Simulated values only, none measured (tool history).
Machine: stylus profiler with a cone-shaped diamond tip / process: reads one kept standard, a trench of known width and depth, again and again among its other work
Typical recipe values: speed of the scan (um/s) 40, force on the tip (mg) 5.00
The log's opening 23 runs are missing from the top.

run   hour  speed of the scan (um/s)  force on the tip (mg)  scans with this tip  hours of work since the height scale was calibrated  depth of the trench (angstrom)  width of the trench's floor (µm)
 24  329.2                        41                   1.84                 2330                                                  219                         10048.1                             96.09
 25  337.5                        19                   5.00                 2379                                                  224                         10093.6                             96.24
 26  347.0                        19                   5.00                 2434                                                  229                         10093.3                             96.23
 27  358.1                        19                   5.00                 2500                                                  235                         10089.6                             96.18
 28  368.9                        61                   7.33                 2563                                                  241                         10123.2                             96.11
 29  379.9                        20                   3.81                 2627                                                  247                         10077.0                             96.18
 30  394.8                        35                   2.34                 2715                                                  256                         10058.7                             96.09
 31  409.7                       112                   4.39                 2802                                                  264                         10084.8                             95.76
 32  420.2                        40                   6.87                 2864                                                  270                         10117.2                             96.09
 33  440.5                        26                   1.85                 2983                                                  281                         10050.2                             96.08

Predict each of these 3 candidate next runs independently; none follows another, all start after run 33:
  A  459.9                       128                   3.79                 3096                                                  292                               ?                                 ?
  B  459.9                       108                   8.25                 3096                                                  292                               ?                                 ?
  C  459.9                        60                   3.50                 3096                                                  292                               ?                                 ?

run  depth of the trench (angstrom)  width of the trench's floor (µm)
  A                         10077.4                             95.62
  B                         10134.0                             95.90
  C                         10076.6                             95.91
The same runs, with their run-to-run variation unchanged, on a tool lacking any hidden condition would have given:
run  depth of the trench (angstrom)  width of the trench's floor (µm)
  A                         10072.8                             95.89
  B                         10129.4                             96.17
  C                         10072.0                             96.19

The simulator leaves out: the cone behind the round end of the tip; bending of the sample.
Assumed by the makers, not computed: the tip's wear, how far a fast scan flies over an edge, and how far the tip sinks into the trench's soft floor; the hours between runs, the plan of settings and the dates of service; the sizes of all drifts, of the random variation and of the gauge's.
